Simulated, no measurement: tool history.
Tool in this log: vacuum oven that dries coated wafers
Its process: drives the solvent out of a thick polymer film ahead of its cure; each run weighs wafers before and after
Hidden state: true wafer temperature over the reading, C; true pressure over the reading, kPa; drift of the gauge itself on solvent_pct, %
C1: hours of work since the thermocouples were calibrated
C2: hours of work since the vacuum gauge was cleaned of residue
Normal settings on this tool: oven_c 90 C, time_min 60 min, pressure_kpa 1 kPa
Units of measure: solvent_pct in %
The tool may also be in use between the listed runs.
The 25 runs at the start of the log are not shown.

{"run": 26, "hour": 2182.5, "oven_c": 88, "time_min": 60, "pressure_kpa": 3.03, "C1": 977, "C2": 2909, "solvent_pct": 1.97}
{"run": 27, "hour": 2250.1, "oven_c": 88, "time_min": 60, "pressure_kpa": 3.03, "C1": 1009, "C2": 2942, "solvent_pct": 1.98}
{"run": 28, "hour": 2322.3, "oven_c": 90, "time_min": 71, "pressure_kpa": 1, "C1": 1044, "C2": 2977, "solvent_pct": 0.81}
{"run": 29, "hour": 2388.9, "oven_c": 90, "time_min": 71, "pressure_kpa": 1, "C1": 1077, "C2": 3009, "solvent_pct": 0.8}
{"run": 30, "hour": 2468.3, "oven_c": 90, "time_min": 65, "pressure_kpa": 1.84, "C1": 1115, "C2": 3048, "solvent_pct": 1.17}
{"hour": 2518.9, "done": "vacuum gauge cleaned of residue and calibrated"}
{"run": 31, "hour": 2569.1, "oven_c": 77, "time_min": 65, "pressure_kpa": 1.84, "C1": 1163, "C2": 24, "solvent_pct": 3.36}
{"run": 32, "hour": 2683.9, "oven_c": 90, "time_min": 60, "pressure_kpa": 3.96, "C1": 1219, "C2": 80, "solvent_pct": 1.77}
{"hour": 2701.3, "done": "oven's thermocouples calibrated"}
{"run": 33, "hour": 2764.4, "oven_c": 76, "time_min": 60, "pressure_kpa": 1.25, "C1": 31, "C2": 118, "solvent_pct": 3.87}
{"run": 34, "hour": 2820.7, "oven_c": 97, "time_min": 60, "pressure_kpa": 1.32, "C1": 58, "C2": 145, "solvent_pct": 0.49}
{"run": 35, "hour": 2917.0, "oven_c": 97, "time_min": 60, "pressure_kpa": 1.32, "C1": 104, "C2": 192, "solvent_pct": 0.46}
{"run": 36, "hour": 2993.7, "oven_c": 98, "time_min": 104, "pressure_kpa": 0.98, "C1": 142, "C2": 229, "solvent_pct": 0.28}
{"run": 37, "hour": 3081.5, "oven_c": 98, "time_min": 60, "pressure_kpa": 0.88, "C1": 184, "C2": 272, "solvent_pct": 0.34}
{"run": 38, "hour": 3176.2, "oven_c": 98, "time_min": 60, "pressure_kpa": 0.88, "C1": 230, "C2": 317, "solvent_pct": 0.34}
{"run": 39, "hour": 3251.5, "oven_c": 98, "time_min": 60, "pressure_kpa": 0.88, "C1": 267, "C2": 354, "solvent_pct": 0.33}
{"run": 40, "hour": 3364.2, "oven_c": 100, "time_min": 60, "pressure_kpa": 0.88, "C1": 321, "C2": 409, "solvent_pct": 0.29}
{"run": 41, "hour": 3430.2, "oven_c": 82, "time_min": 64, "pressure_kpa": 0.62, "C1": 353, "C2": 441, "solvent_pct": 1.87}
{"run": 42, "hour": 3493.4, "oven_c": 83, "time_min": 64, "pressure_kpa": 3.74, "C1": 384, "C2": 471, "solvent_pct": 2.91}

Alternative continuations, all from the tool just after run 42; predict every row:
{"run": "A", "hour": 3609.6, "oven_c": 101, "time_min": 56, "pressure_kpa": 1.59, "C1": 440, "C2": 527, "solvent_pct": "?"}
{"run": "B", "hour": 3609.6, "oven_c": 98, "time_min": 44, "pressure_kpa": 3.04, "C1": 440, "C2": 527, "solvent_pct": "?"}
{"run": "C", "hour": 3609.6, "oven_c": 79, "time_min": 61, "pressure_kpa": 3.74, "C1": 440, "C2": 527, "solvent_pct": "?"}

run=A solvent_pct=0.4
run=B solvent_pct=1.04
run=C solvent_pct=4
The same runs, with their run-to-run variation unchanged, on a tool lacking any hidden condition would have given:
run=A solvent_pct=0.41
run=B solvent_pct=1.12
run=C solvent_pct=4.28
